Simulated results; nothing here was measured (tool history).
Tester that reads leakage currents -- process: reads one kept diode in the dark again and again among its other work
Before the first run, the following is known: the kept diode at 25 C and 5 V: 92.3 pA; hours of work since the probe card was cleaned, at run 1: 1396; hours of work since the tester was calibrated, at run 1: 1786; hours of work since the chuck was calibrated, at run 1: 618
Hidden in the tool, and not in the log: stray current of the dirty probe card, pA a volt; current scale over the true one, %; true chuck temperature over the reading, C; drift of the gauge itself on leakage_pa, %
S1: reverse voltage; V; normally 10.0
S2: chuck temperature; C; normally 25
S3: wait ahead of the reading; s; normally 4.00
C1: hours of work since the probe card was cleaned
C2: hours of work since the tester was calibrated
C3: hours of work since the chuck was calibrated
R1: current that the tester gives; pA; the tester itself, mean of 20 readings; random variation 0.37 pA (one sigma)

run   hour    S1  S2    S3    C1    C2   C3      R1
  1    0.0  10.0  25  4.00  1396  1786  618  125.49
  2   50.7  10.0  25  3.72  1433  1822  654  125.78
  3   99.4  10.0  25  3.72  1468  1857  689  126.39
  4  136.7  10.0  51  3.72  1494  1884  716  724.98
  5  192.3  10.0  25  4.00  1534  1924  755  126.62
  6  219.8  10.0  25  2.66  1553  1943  775  127.21
  7  262.1  10.0  25  2.47  1584  1973  805  126.19
  8  316.5  10.0  25  2.47  1623  2012  844  126.95
  9  345.8  10.0  25  3.75  1643  2033  865  127.56
 10  385.4   9.2  25  4.00  1672  2061  893  123.39
 11  422.1  17.0  25  4.00  1698  2088  920  157.01

What does the tool deliver on the next run?
 12  477.4  6.1  25  4.28  1737  2127  959   ?

Run 12 measured R1 105.55 pA.
With the hidden condition absent and the run-to-run variation left alone, this run would have shown R1 99.66 pA.
